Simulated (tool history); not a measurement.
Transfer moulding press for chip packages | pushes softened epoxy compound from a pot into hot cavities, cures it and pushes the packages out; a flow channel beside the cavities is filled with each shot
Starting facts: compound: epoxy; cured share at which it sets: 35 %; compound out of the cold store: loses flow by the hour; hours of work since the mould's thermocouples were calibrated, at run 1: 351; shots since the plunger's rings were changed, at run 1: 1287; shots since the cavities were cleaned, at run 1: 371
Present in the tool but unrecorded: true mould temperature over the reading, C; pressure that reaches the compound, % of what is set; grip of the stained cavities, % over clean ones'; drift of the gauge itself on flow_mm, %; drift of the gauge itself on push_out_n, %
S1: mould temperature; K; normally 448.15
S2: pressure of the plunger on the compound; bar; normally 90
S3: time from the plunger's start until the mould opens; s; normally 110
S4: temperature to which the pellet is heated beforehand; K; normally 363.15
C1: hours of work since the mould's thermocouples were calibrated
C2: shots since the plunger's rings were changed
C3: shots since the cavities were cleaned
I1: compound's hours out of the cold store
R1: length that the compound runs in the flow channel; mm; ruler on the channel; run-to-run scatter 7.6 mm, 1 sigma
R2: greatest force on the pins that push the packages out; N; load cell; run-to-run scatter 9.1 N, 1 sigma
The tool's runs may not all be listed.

run	day	S1	S2	S3	S4	C1	C2	C3	I1	R1	R2
1	0	448.15	90	110	363.15	351	1287	371	46.1	840	737
2	0.621	448.15	90	110	363.15	363	1490	574	30.1	920	789
# day 0.917: cavities cleaned with cleaning compound and waxed
3	1.329	450.15	90	110	363.15	375	1702	135	30.3	897	560
4	1.929	450.15	90	110	363.15	386	1899	332	35	880	683
5	2.504	450.15	90	110	363.15	397	2087	520	47	817	740
# day 2.842: cavities cleaned with cleaning compound and waxed
6	3.508	448.15	90	110	363.15	414	2396	218	29.7	894	631
7	4.567	448.15	90	110	363.15	434	2744	566	35.6	865	755
# day 4.817: cavities cleaned with cleaning compound and waxed
8	5.962	448.15	90	110	363.15	458	3181	376	43.2	813	708
# day 6.792: cavities cleaned with cleaning compound and waxed
9	7.383	448.15	90	110	363.15	483	3626	194	47.9	805	624
10	8.05	448.15	90	110	363.15	496	3844	412	40.7	831	750
# day 8.821: cavities cleaned with cleaning compound and waxed
11	9.258	448.15	90	110	363.15	517	4220	143	15.2	931	577
12	9.954	448.15	90	110	363.15	530	4448	371	47.4	797	704
# day 10.821: cavities cleaned with cleaning compound and waxed
13	11.25	448.15	90	110	363.15	553	4853	141	9.5	959	578
14	12.208	448.15	90	110	363.15	571	5167	455	14.3	942	750
# day 12.829: cavities cleaned with cleaning compound and waxed
15	12.888	451.15	90	137	363.15	582	5370	20	21	889	408
16	13.562	454.15	84.1	137	361.15	595	5591	241	21.7	845	601
17	14.35	441.15	77.7	109	365.15	609	5849	499	43.4	755	969
# day 14.804: cavities cleaned with cleaning compound and waxed
# day 15.567: plunger's sealing rings changed
18	15.842	450.15	77.7	105	365.15	634	90	306	43.2	803	648
# day 16.854: cavities cleaned with cleaning compound and waxed
19	17.017	455.15	90	110	364.15	654	456	54	16.9	978	435
20	17.671	445.15	90	110	355.15	666	669	267	38.7	869	710
21	18.592	448.15	80.4	110	363.15	683	972	570	44.5	807	739
# day 18.838: cavities cleaned with cleaning compound and waxed
22	19.979	448.15	70	104	363.15	708	1406	375	31.1	794	715
23	20.638	448.15	70	104	363.15	720	1621	590	30.3	798	803
# day 20.871: cavities cleaned with cleaning compound and waxed
24	21.271	448.15	70	104	363.15	731	1809	131	19.3	838	577
25	21.925	448.15	90	110	368.15	743	2024	346	26.1	906	655

Here are 4 independent what-if runs from the current tool condition. What would each one return?
A	22.692	448.15	90	110	372.15	757	2275	597	17	?	?
B	22.692	448.15	77.3	106	363.15	757	2275	597	45.9	?	?
C	22.692	455.15	68.1	110	354.15	757	2275	597	37.2	?	?
D	22.692	448.15	90	132	363.15	757	2275	597	23.2	?	?

run	R1	R2
A	967	761
B	767	779
C	741	704
D	929	732
What these runs would have given with no unlogged condition in the tool:
run	R1	R2
A	1006	410
B	798	420
C	771	367
D	967	380
